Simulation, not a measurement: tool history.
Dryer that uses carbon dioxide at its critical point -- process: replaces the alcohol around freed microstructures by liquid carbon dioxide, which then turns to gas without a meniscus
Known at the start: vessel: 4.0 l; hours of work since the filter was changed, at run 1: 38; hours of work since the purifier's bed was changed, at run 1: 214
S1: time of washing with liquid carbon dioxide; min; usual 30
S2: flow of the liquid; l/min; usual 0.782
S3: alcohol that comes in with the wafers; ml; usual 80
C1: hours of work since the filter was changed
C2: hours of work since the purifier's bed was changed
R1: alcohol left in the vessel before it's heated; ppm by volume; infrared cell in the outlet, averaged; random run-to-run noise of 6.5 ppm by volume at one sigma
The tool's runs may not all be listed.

run	day	S1	S2	S3	C1	C2	R1
1	0.000	30	0.782	80	38	214	337
2	0.196	30	0.782	80	42	218	352
3	0.533	30	0.856	80	48	224	255
4	0.800	30	0.782	80	53	229	375
5	0.971	30	0.782	41	56	232	230
6	1.138	30	0.782	80	59	235	373
7	1.383	30	0.782	80	64	240	381
8	1.583	30	0.782	80	67	243	387
9	1.838	30	0.782	80	72	248	388
10	2.100	30	0.782	80	77	253	395
11	2.342	30	0.782	59	81	257	315
12	2.638	30	0.782	59	87	262	323
13	2.833	19	0.782	59	90	266	1203
14	3.100	30	0.782	80	95	271	422
15	3.425	29	0.782	80	101	277	488
16	3.646	27	0.782	80	105	281	624
17	3.950	27	0.782	80	111	286	619
18	4.308	27	0.782	80	117	293	635
19	4.517	27	0.782	80	121	297	651
20	4.721	27	0.782	80	125	301	647
21	5.100	27	0.782	80	132	307	636

For run 22, what comes out?
22	5.300	30	0.782	80	135	311	?

{"run 22": {"R1": 465}}
With the hidden condition absent and the run-to-run variation left alone, this run would have shown R1 264 ppm by volume.
